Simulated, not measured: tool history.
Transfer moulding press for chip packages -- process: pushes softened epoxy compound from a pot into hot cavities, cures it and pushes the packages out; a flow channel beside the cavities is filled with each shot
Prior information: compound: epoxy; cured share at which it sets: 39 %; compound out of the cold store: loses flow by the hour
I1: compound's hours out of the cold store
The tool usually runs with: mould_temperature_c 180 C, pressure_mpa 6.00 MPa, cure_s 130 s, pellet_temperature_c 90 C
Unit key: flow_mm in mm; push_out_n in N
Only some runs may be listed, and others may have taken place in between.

Run 1, day 0.000: usual settings; I1 20.7. Result: flow_mm 596 mm, push_out_n 248 N.
At day 0.312: cavities cleaned with cleaning compound and waxed.
Run 2, day 0.746: usual settings but pellet_temperature_c 98 C; I1 15.6. Result: flow_mm 608 mm, push_out_n 267 N.
Run 3, day 1.096: usual settings but pellet_temperature_c 98 C; I1 47.7. Result: flow_mm 536 mm, push_out_n 254 N.
Run 4, day 1.758: usual settings but pellet_temperature_c 98 C; I1 42.6. Result: flow_mm 551 mm, push_out_n 266 N.
At day 1.996: cavities cleaned with cleaning compound and waxed.
Run 5, day 2.204: usual settings but pellet_temperature_c 98 C; I1 21.7. Result: flow_mm 598 mm, push_out_n 214 N.
At day 2.604: cavities cleaned with cleaning compound and waxed, once more.
Run 6, day 2.604: usual settings but pellet_temperature_c 98 C; I1 8.8. Result: flow_mm 619 mm, push_out_n 197 N.
Run 7, day 3.296: usual settings but pressure_mpa 6.91 MPa; I1 42.6. Result: flow_mm 583 mm, push_out_n 224 N.
Run 8, day 3.904: usual settings but pressure_mpa 6.91 MPa; I1 19.9. Result: flow_mm 638 mm, push_out_n 257 N.
At day 4.267: cavities cleaned with cleaning compound and waxed.
Run 9, day 4.446: usual settings but pressure_mpa 6.91 MPa; I1 31.9. Result: flow_mm 610 mm, push_out_n 201 N.
Run 10, day 4.796: usual settings but pressure_mpa 6.91 MPa; I1 21.7. Result: flow_mm 635 mm, push_out_n 224 N.
Run 11, day 5.262: usual settings but pressure_mpa 6.91 MPa; I1 25.3. Result: flow_mm 622 mm, push_out_n 237 N.
Run 12, day 5.550: usual settings but pressure_mpa 6.91 MPa; I1 46.7. Result: flow_mm 572 mm, push_out_n 231 N.
At day 5.942: cavities cleaned with cleaning compound and waxed.
Run 13, day 5.971: usual settings but pressure_mpa 6.91 MPa; I1 28.1. Result: flow_mm 620 mm, push_out_n 201 N.
Run 14, day 6.417: usual settings; I1 26.4. Result: flow_mm 572 mm, push_out_n 225 N.
Run 15, day 7.042: usual settings but mould_temperature_c 179 C, cure_s 133 s; I1 29.4. Result: flow_mm 571 mm, push_out_n 238 N.
At day 7.617: cavities cleaned with cleaning compound and waxed.
Run 16, day 7.638: usual settings but mould_temperature_c 177 C, pellet_temperature_c 96 C; I1 42.1. Result: flow_mm 552 mm, push_out_n 226 N.
Run 17, day 8.162: usual settings but mould_temperature_c 179 C, pellet_temperature_c 89 C; I1 27.6. Result: flow_mm 575 mm, push_out_n 230 N.
Run 18, day 8.633: usual settings but mould_temperature_c 179 C, pellet_temperature_c 89 C; I1 41.8. Result: flow_mm 537 mm, push_out_n 238 N.
At day 9.288: cavities cleaned with cleaning compound and waxed.
Run 19, day 9.392: usual settings but mould_temperature_c 179 C, pressure_mpa 6.64 MPa; I1 27.6. Result: flow_mm 593 mm, push_out_n 229 N.
Run 20, day 9.971: usual settings but mould_temperature_c 178 C, pressure_mpa 4.61 MPa, pellet_temperature_c 83 C; I1 11.7. Result: flow_mm 541 mm, push_out_n 262 N.
Run 21, day 10.625: usual settings but mould_temperature_c 175 C, pressure_mpa 5.38 MPa; I1 28.3. Result: flow_mm 554 mm, push_out_n 317 N.
At day 10.942: cavities cleaned with cleaning compound and waxed.
Run 22, day 11.096: usual settings but pressure_mpa 4.71 MPa; I1 13.1. Result: flow_mm 534 mm, push_out_n 226 N.
Run 23, day 11.500: usual settings but pressure_mpa 5.30 MPa, cure_s 140 s, pellet_temperature_c 83 C; I1 39.2. Result: flow_mm 511 mm, push_out_n 200 N.
Run 24, day 12.100: usual settings but pressure_mpa 4.84 MPa, cure_s 155 s, pellet_temperature_c 82 C; I1 27.4. Result: flow_mm 514 mm, push_out_n 198 N.
At day 12.621: cavities cleaned with cleaning compound and waxed.
Run 25, day 12.717: usual settings but pressure_mpa 5.45 MPa, cure_s 112 s, pellet_temperature_c 82 C; I1 46.0. Result: flow_mm 510 mm, push_out_n 267 N.
Run 26, day 13.392: usual settings but mould_temperature_c 188 C, pressure_mpa 6.48 MPa, cure_s 132 s, pellet_temperature_c 85 C; I1 8.6. Result: flow_mm 607 mm, push_out_n 186 N.
Run 27, day 13.975: usual settings but mould_temperature_c 176 C, pressure_mpa 5.39 MPa, cure_s 167 s, pellet_temperature_c 91 C; I1 25.1. Result: flow_mm 560 mm, push_out_n 220 N.

3 options for the next run, each taken on its own from the tool as it stands now. Forecast them:
At day 14.288: cavities cleaned with cleaning compound and waxed.
Run A, day 14.504: usual settings but mould_temperature_c 174 C, pressure_mpa 6.43 MPa, cure_s 167 s, pellet_temperature_c 91 C; I1 24.5. Result: flow_mm ?, push_out_n ?.
At day 14.288: cavities cleaned with cleaning compound and waxed.
Run B, day 14.504: usual settings but mould_temperature_c 174 C, pressure_mpa 5.39 MPa, cure_s 140 s, pellet_temperature_c 89 C; I1 37.2. Result: flow_mm ?, push_out_n ?.
At day 14.288: cavities cleaned with cleaning compound and waxed.
Run C, day 14.504: usual settings but mould_temperature_c 186 C, pressure_mpa 5.39 MPa, cure_s 167 s, pellet_temperature_c 91 C; I1 47.0. Result: flow_mm ?, push_out_n ?.

run  flow_mm  push_out_n
  A      610         207
  B      533         271
  C      477         164
What these runs would have given with no unlogged condition in the tool:
run  flow_mm  push_out_n
  A      639         193
  B      558         250
  C      500         157
